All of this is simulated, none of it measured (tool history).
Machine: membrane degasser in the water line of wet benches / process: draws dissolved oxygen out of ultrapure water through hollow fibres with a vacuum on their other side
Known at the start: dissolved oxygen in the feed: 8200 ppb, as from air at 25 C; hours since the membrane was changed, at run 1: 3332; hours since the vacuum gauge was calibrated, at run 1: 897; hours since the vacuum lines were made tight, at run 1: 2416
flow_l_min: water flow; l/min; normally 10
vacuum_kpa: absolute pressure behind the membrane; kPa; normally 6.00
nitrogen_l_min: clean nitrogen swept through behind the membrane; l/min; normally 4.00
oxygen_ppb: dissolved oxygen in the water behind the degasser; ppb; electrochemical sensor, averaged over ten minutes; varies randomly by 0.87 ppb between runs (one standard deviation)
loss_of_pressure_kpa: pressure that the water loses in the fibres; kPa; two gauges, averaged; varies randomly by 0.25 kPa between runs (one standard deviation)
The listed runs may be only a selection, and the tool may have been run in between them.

run,day,flow_l_min,vacuum_kpa,nitrogen_l_min,hours since the membrane was changed,hours since the vacuum gauge was calibrated,hours since the vacuum lines were made tight,oxygen_ppb,loss_of_pressure_kpa
1,0.000,10,6.00,4.00,3332,897,2416,81.7,66.31
2,2.983,10,6.00,4.00,3404,969,2487,83.0,66.15
3,6.188,8,6.00,4.00,3481,1046,2564,43.4,53.26
4,10.275,10,6.00,4.00,3579,1144,2662,82.7,66.71
5,12.388,10,6.00,4.00,3630,1195,2713,83.2,66.52
6,14.442,10,6.00,3.72,3679,1244,2762,82.8,66.04
7,19.100,10,6.00,3.72,3791,1356,2874,82.3,66.42
8,23.025,10,6.00,4.00,3885,1450,2968,81.3,66.51
9,27.492,10,6.00,4.00,3992,1557,3076,80.8,66.19
10,31.621,10,6.00,4.00,4091,1656,3175,81.4,66.10
11,33.950,10,6.00,2.45,4147,1712,3231,91.8,66.20
12,38.733,10,6.00,2.45,4262,1827,3345,92.3,65.98
13,42.650,10,6.00,2.45,4356,1921,3439,92.8,65.45
14,46.654,10,6.00,2.45,4452,2017,3535,93.3,65.85
15,51.304,10,8.27,2.45,4564,2129,3647,115.5,65.49
16,54.512,10,10.84,4.00,4641,2206,3724,113.1,65.85
17,59.579,14,4.69,4.00,4762,2327,3846,182.2,91.98
18,63.338,9,6.00,3.64,4853,2417,3936,62.7,59.05
19,65.408,9,6.00,3.64,4902,2467,3986,62.8,59.20
20,70.042,8,6.54,4.00,5013,2578,4097,47.0,52.79
21,72.525,7,6.54,4.16,5073,2638,4156,31.9,46.02
22,77.017,9,6.00,4.00,5181,2746,4264,61.6,58.98
23,81.850,9,6.00,4.00,5297,2862,4380,61.7,58.69
24,86.296,9,4.26,4.19,5404,2968,4487,52.2,59.12
25,88.792,10,9.87,10.01,5463,3028,4547,82.0,65.25
26,90.842,10,9.87,10.01,5513,3077,4596,84.1,65.48
27,93.867,12,6.00,4.00,5585,3150,4669,134.4,78.85
28,97.412,12,6.00,4.00,5670,3235,4754,133.6,78.43

Each row is a separate what-if for the run after 28, all from the same tool condition, not one after another. Results?
A,102.279,7,6.55,5.01,5787,3352,4870,?,?
B,102.279,16,6.00,4.00,5787,3352,4870,?,?
C,102.279,10,4.04,5.26,5787,3352,4870,?,?

run,oxygen_ppb,loss_of_pressure_kpa
A,29.5,45.86
B,267.8,104.49
C,69.6,65.11
Without the tool's unlogged condition, the same runs would have read:
run,oxygen_ppb,loss_of_pressure_kpa
A,29.5,46.74
B,267.3,106.50
C,69.5,66.36

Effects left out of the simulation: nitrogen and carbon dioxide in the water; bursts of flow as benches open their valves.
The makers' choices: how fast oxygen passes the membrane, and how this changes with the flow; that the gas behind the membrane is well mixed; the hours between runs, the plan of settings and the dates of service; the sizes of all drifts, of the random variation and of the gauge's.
